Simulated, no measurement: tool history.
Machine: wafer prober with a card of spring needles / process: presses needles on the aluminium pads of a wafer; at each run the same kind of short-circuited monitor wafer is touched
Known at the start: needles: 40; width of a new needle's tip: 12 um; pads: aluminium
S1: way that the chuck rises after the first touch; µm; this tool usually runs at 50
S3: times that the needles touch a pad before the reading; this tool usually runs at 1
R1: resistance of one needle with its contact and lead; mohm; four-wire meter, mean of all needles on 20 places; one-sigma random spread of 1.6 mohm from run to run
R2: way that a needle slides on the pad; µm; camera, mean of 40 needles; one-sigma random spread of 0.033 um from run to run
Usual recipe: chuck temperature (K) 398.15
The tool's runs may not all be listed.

{"run": 1, "day": 0.0, "S1": 50, "chuck temperature (K)": 398.15, "S3": 1, "R1": 229, "R2": 7.23}
{"day": 0.296, "done": "tips cleaned on abrasive film"}
{"day": 0.525, "done": "height of the first contact set anew"}
{"day": 0.604, "done": "tips cleaned on abrasive film"}
{"day": 1.104, "done": "card fitted with new needles"}
{"day": 1.4, "done": "tips cleaned on abrasive film"}
{"day": 1.696, "done": "tips cleaned on abrasive film"}
{"run": 2, "day": 1.967, "S1": 50, "chuck temperature (K)": 398.15, "S3": 1, "R1": 278, "R2": 7.43}
{"day": 2.042, "done": "tips cleaned on abrasive film"}
{"day": 2.338, "done": "tips cleaned on abrasive film"}
{"day": 2.633, "done": "tips cleaned on abrasive film"}
{"day": 2.929, "done": "tips cleaned on abrasive film"}
{"day": 3.3, "done": "tips cleaned on abrasive film"}
{"run": 3, "day": 3.483, "S1": 50, "chuck temperature (K)": 398.15, "S3": 1, "R1": 256, "R2": 7.39}
{"day": 3.633, "done": "tips cleaned on abrasive film"}
{"day": 3.929, "done": "tips cleaned on abrasive film"}
{"day": 4.225, "done": "tips cleaned on abrasive film"}
{"day": 4.521, "done": "tips cleaned on abrasive film"}
{"day": 4.817, "done": "tips cleaned on abrasive film"}
{"day": 5.112, "done": "tips cleaned on abrasive film"}
{"run": 4, "day": 5.4, "S1": 50, "chuck temperature (K)": 344.15, "S3": 1, "R1": 296, "R2": 7.29}
{"day": 5.475, "done": "tips cleaned on abrasive film"}
{"day": 5.771, "done": "tips cleaned on abrasive film"}
{"day": 6.142, "done": "tips cleaned on abrasive film"}
{"day": 6.438, "done": "tips cleaned on abrasive film"}
{"day": 6.733, "done": "tips cleaned on abrasive film"}
{"day": 6.817, "done": "height of the first contact set anew, once more"}
{"day": 7.042, "done": "tips cleaned on abrasive film"}
{"run": 5, "day": 7.142, "S1": 50, "chuck temperature (K)": 344.15, "S3": 1, "R1": 221, "R2": 7.45}
{"day": 7.367, "done": "tips cleaned on abrasive film"}
{"day": 7.733, "done": "tips cleaned on abrasive film"}
{"day": 8.104, "done": "tips cleaned on abrasive film"}
{"run": 6, "day": 8.192, "S1": 37, "chuck temperature (K)": 398.15, "S3": 1, "R1": 259, "R2": 5.52}
{"day": 8.412, "done": "tips cleaned on abrasive film"}
{"day": 8.708, "done": "tips cleaned on abrasive film"}
{"day": 9.079, "done": "tips cleaned on abrasive film"}
{"day": 9.375, "done": "tips cleaned on abrasive film"}
{"day": 9.671, "done": "tips cleaned on abrasive film"}
{"run": 7, "day": 9.883, "S1": 50, "chuck temperature (K)": 354.15, "S3": 1, "R1": 266, "R2": 7.34}
{"day": 10.033, "done": "tips cleaned on abrasive film"}
{"day": 10.329, "done": "tips cleaned on abrasive film"}
{"day": 10.7, "done": "tips cleaned on abrasive film"}
{"day": 10.996, "done": "tips cleaned on abrasive film"}
{"day": 11.292, "done": "tips cleaned on abrasive film"}
{"run": 8, "day": 11.442, "S1": 50, "chuck temperature (K)": 357.15, "S3": 1, "R1": 252, "R2": 7.27}
{"day": 11.592, "done": "tips cleaned on abrasive film"}
{"day": 11.888, "done": "tips cleaned on abrasive film"}
{"day": 12.183, "done": "tips cleaned on abrasive film"}
{"day": 12.479, "done": "tips cleaned on abrasive film"}
{"run": 9, "day": 12.583, "S1": 50, "chuck temperature (K)": 357.15, "S3": 1, "R1": 222, "R2": 7.21}
{"day": 12.804, "done": "tips cleaned on abrasive film"}
{"day": 13.1, "done": "tips cleaned on abrasive film"}
{"day": 13.471, "done": "tips cleaned on abrasive film"}
{"day": 13.483, "done": "height of the first contact set anew"}
{"run": 10, "day": 13.762, "S1": 50, "chuck temperature (K)": 357.15, "S3": 1, "R1": 302, "R2": 7.46}
{"day": 13.842, "done": "tips cleaned on abrasive film"}
{"day": 14.138, "done": "tips cleaned on abrasive film"}
{"day": 14.433, "done": "tips cleaned on abrasive film"}
{"day": 14.729, "done": "tips cleaned on abrasive film"}
{"day": 15.025, "done": "tips cleaned on abrasive film"}
{"run": 11, "day": 15.208, "S1": 69, "chuck temperature (K)": 341.15, "S3": 1, "R1": 208, "R2": 10.24}
{"day": 15.358, "done": "tips cleaned on abrasive film"}
{"day": 15.654, "done": "tips cleaned on abrasive film"}
{"day": 15.95, "done": "tips cleaned on abrasive film"}
{"day": 16.246, "done": "tips cleaned on abrasive film"}
{"day": 16.617, "done": "tips cleaned on abrasive film"}
{"day": 16.912, "done": "tips cleaned on abrasive film"}
{"run": 12, "day": 17.012, "S1": 32, "chuck temperature (K)": 320.15, "S3": 1, "R1": 317, "R2": 4.63}
{"day": 17.233, "done": "tips cleaned on abrasive film"}
{"day": 17.529, "done": "tips cleaned on abrasive film"}
{"day": 17.825, "done": "tips cleaned on abrasive film"}
{"day": 18.162, "done": "tips cleaned on abrasive film"}
{"run": 13, "day": 18.162, "S1": 32, "chuck temperature (K)": 320.15, "S3": 1, "R1": 188, "R2": 4.6}
{"day": 18.458, "done": "tips cleaned on abrasive film"}
{"day": 18.754, "done": "tips cleaned on abrasive film"}
{"day": 19.05, "done": "tips cleaned on abrasive film"}
{"day": 19.346, "done": "tips cleaned on abrasive film"}
{"day": 19.642, "done": "tips cleaned on abrasive film"}
{"day": 19.938, "done": "tips cleaned on abrasive film"}
{"day": 20.167, "done": "height of the first contact set anew"}
{"day": 20.317, "done": "tips cleaned on abrasive film"}
{"run": 14, "day": 20.317, "S1": 32, "chuck temperature (K)": 320.15, "S3": 1, "R1": 177, "R2": 4.72}
{"day": 20.612, "done": "tips cleaned on abrasive film"}
{"day": 20.979, "done": "tips cleaned on abrasive film"}
{"day": 21.35, "done": "tips cleaned on abrasive film"}
{"day": 21.646, "done": "tips cleaned on abrasive film"}
{"day": 21.942, "done": "tips cleaned on abrasive film"}
{"day": 22.238, "done": "tips cleaned on abrasive film"}
{"run": 15, "day": 22.4, "S1": 32, "chuck temperature (K)": 320.15, "S3": 1, "R1": 407, "R2": 4.68}
{"day": 22.55, "done": "tips cleaned on abrasive film"}
{"day": 22.846, "done": "tips cleaned on abrasive film"}
{"day": 23.142, "done": "tips cleaned on abrasive film"}
{"run": 16, "day": 23.379, "S1": 32, "chuck temperature (K)": 320.15, "S3": 1, "R1": 499, "R2": 4.64}
{"day": 23.458, "done": "tips cleaned on abrasive film"}
{"day": 23.754, "done": "tips cleaned on abrasive film"}
{"day": 24.05, "done": "tips cleaned on abrasive film"}
{"day": 24.346, "done": "tips cleaned on abrasive film"}
{"day": 24.712, "done": "tips cleaned on abrasive film"}
{"day": 25.083, "done": "tips cleaned on abrasive film"}
{"run": 17, "day": 25.104, "S1": 54, "chuck temperature (K)": 364.15, "S3": 3, "R1": 166, "R2": 7.85}

Alternative continuations, all from the tool just after run 17; predict every row:
{"day": 25.4, "done": "tips cleaned on abrasive film"}
{"day": 25.696, "done": "tips cleaned on abrasive film"}
{"day": 25.992, "done": "tips cleaned on abrasive film"}
{"day": 26.288, "done": "tips cleaned on abrasive film"}
{"day": 26.583, "done": "tips cleaned on abrasive film"}
{"day": 26.888, "done": "height of the first contact set anew"}
{"day": 26.967, "done": "tips cleaned on abrasive film"}
{"day": 27.262, "done": "tips cleaned on abrasive film"}
{"run": "A", "day": 27.3, "S1": 42, "chuck temperature (K)": 362.15, "S3": 1, "R1": "?", "R2": "?"}
{"day": 25.4, "done": "tips cleaned on abrasive film"}
{"day": 25.696, "done": "tips cleaned on abrasive film"}
{"day": 25.992, "done": "tips cleaned on abrasive film"}
{"day": 26.288, "done": "tips cleaned on abrasive film"}
{"day": 26.583, "done": "tips cleaned on abrasive film"}
{"day": 26.888, "done": "height of the first contact set anew"}
{"day": 26.967, "done": "tips cleaned on abrasive film"}
{"day": 27.262, "done": "tips cleaned on abrasive film"}
{"run": "B", "day": 27.3, "S1": 54, "chuck temperature (K)": 370.15, "S3": 3, "R1": "?", "R2": "?"}
{"day": 25.4, "done": "tips cleaned on abrasive film"}
{"day": 25.696, "done": "tips cleaned on abrasive film"}
{"day": 25.992, "done": "tips cleaned on abrasive film"}
{"day": 26.288, "done": "tips cleaned on abrasive film"}
{"day": 26.583, "done": "tips cleaned on abrasive film"}
{"day": 26.888, "done": "height of the first contact set anew"}
{"day": 26.967, "done": "tips cleaned on abrasive film"}
{"day": 27.262, "done": "tips cleaned on abrasive film"}
{"run": "C", "day": 27.3, "S1": 54, "chuck temperature (K)": 319.15, "S3": 3, "R1": "?", "R2": "?"}
{"day": 25.4, "done": "tips cleaned on abrasive film"}
{"day": 25.696, "done": "tips cleaned on abrasive film"}
{"day": 25.992, "done": "tips cleaned on abrasive film"}
{"day": 26.288, "done": "tips cleaned on abrasive film"}
{"day": 26.583, "done": "tips cleaned on abrasive film"}
{"day": 26.888, "done": "height of the first contact set anew"}
{"day": 26.967, "done": "tips cleaned on abrasive film"}
{"day": 27.262, "done": "tips cleaned on abrasive film"}
{"run": "D", "day": 27.3, "S1": 39, "chuck temperature (K)": 324.15, "S3": 2, "R1": "?", "R2": "?"}

run=A R1=220 R2=6.20
run=B R1=169 R2=8.05
run=C R1=163 R2=8.00
run=D R1=197 R2=5.86
What these runs would have given with no unlogged condition in the tool:
run=A R1=155 R2=6.22
run=B R1=153 R2=8.07
run=C R1=145 R2=8.02
run=D R1=149 R2=5.88
